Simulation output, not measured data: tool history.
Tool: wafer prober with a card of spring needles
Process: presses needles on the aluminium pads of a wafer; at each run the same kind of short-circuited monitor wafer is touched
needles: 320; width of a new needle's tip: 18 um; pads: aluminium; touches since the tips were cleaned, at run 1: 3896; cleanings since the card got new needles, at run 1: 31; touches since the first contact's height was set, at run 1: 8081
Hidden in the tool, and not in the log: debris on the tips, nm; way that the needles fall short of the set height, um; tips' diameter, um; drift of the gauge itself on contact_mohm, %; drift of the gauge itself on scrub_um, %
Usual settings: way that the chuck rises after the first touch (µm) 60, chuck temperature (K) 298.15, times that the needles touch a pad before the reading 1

run,hour,way that the chuck rises after the first touch (µm),chuck temperature (K),times that the needles touch a pad before the reading,touches since the tips were cleaned,cleanings since the card got new needles,touches since the first contact's height was set,resistance of one needle with its contact and lead (mohm),way that a needle slides on the pad (µm)
1,0.0,60,298.15,1,3896,31,8081,120,15.86
# hour 5.8: tips cleaned on abrasive film
2,13.6,60,298.15,1,2617,32,12585,121,15.87
3,20.5,60,298.15,1,4908,32,14876,119,15.88
# hour 22.8: tips cleaned on abrasive film
4,35.2,60,298.15,1,4121,33,19721,117,15.86
# hour 39.7: tips cleaned on abrasive film
5,48.3,60,298.15,1,2877,34,24062,120,15.90
# hour 56.6: tips cleaned on abrasive film
6,63.3,60,298.15,1,2234,35,29014,121,15.88
7,71.5,60,298.15,1,4936,35,31716,118,15.88
# hour 73.9: tips cleaned on abrasive film
8,83.3,60,298.15,2,3135,36,35622,119,15.87
# hour 91.1: tips cleaned on abrasive film
9,92.4,60,298.15,2,422,37,38601,118,15.89
10,107.6,60,308.15,1,5490,37,43669,119,15.88
# hour 108.6: tips cleaned on abrasive film
11,119.1,60,308.15,1,3494,38,47476,122,15.88
# hour 125.8: tips cleaned on abrasive film
12,129.8,52,298.15,1,1333,39,50999,122,13.77
# hour 142.8: tips cleaned on abrasive film
13,145.1,52,298.15,1,765,40,56038,121,13.75
14,153.6,60,332.15,1,3616,40,58889,123,15.88
# hour 159.8: tips cleaned on abrasive film
15,162.8,52,312.15,1,1003,41,61906,123,13.77
# hour 177.0: tips cleaned on abrasive film
16,177.9,54,298.15,1,300,42,66894,121,14.29
17,186.9,66,348.15,1,3276,42,69870,125,17.48
# hour 193.9: tips cleaned on abrasive film
18,199.4,75,298.15,1,1816,43,74004,114,19.85
19,207.2,75,298.15,2,4415,43,76603,115,19.86
# hour 211.4: tips cleaned on abrasive film
20,222.7,75,298.15,2,3753,44,81715,113,19.84
# hour 229.2: tips cleaned on abrasive film
21,231.6,75,355.15,1,804,45,84648,122,19.90

Forecast each of these 4 alternatives for the next run:
A,242.5,75,321.15,1,4449,45,88293,?,?
B,242.5,75,355.15,2,4449,45,88293,?,?
C,242.5,75,355.15,2,4449,45,88293,?,?
D,242.5,75,303.15,1,4449,45,88293,?,?

run,resistance of one needle with its contact and lead (mohm),way that a needle slides on the pad (µm)
A,118,19.86
B,121,19.84
C,121,19.85
D,114,19.85
Without the tool's hidden state the same runs would have given:
run,resistance of one needle with its contact and lead (mohm),way that a needle slides on the pad (µm)
A,118,19.86
B,121,19.84
C,121,19.85
D,114,19.85
